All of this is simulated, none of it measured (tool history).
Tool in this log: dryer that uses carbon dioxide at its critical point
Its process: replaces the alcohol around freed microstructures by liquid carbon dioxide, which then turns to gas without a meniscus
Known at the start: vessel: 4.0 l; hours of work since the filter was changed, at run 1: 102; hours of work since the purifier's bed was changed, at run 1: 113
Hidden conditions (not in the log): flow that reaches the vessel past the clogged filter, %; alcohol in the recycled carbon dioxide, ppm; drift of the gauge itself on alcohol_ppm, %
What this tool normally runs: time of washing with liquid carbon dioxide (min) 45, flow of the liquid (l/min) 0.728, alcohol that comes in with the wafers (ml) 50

run	hour	time of washing with liquid carbon dioxide (min)	flow of the liquid (l/min)	alcohol that comes in with the wafers (ml)	hours of work since the filter was changed	hours of work since the purifier's bed was changed	alcohol left in the vessel before it's heated (ppm by volume)
1	0	45	0.728	50	102	113	58
2	8.2	45	0.728	50	104	116	59
3	17	45	0.728	85	107	118	79
4	28	45	0.595	50	110	122	117
5	41.3	45	0.595	50	114	126	118
6	49.3	45	0.595	50	117	128	127
7	59	45	0.638	50	120	131	102
8	74.5	45	0.44	50	124	136	380
9	82.1	45	0.741	50	127	138	65
10	96	47	0.741	50	131	142	57
11	111.4	67	0.728	50	135	147	44
12	125.1	67	0.728	50	140	151	35
13	133.8	67	0.728	50	142	154	40
14	142.5	45	0.728	50	145	156	70
15	155.2	45	0.728	50	149	160	79
16	164.8	45	0.728	50	152	163	76
17	175.1	45	0.728	50	155	166	78
18	185.6	45	0.556	50	158	169	191
19	199.3	45	0.556	50	162	173	184
20	211.4	45	0.556	50	166	177	188
21	226.3	35	0.728	50	170	182	172
22	236.8	45	0.728	50	173	185	81
23	245.9	45	0.728	50	176	188	86

Expected results for the next run?
24	258.5	58	0.728	23	180	191	?

{"run 24": {"alcohol left in the vessel before it's heated (ppm by volume)": 57}}
With the hidden condition absent and the run-to-run variation left alone, this run would have shown alcohol left in the vessel before it's heated (ppm by volume) 9.
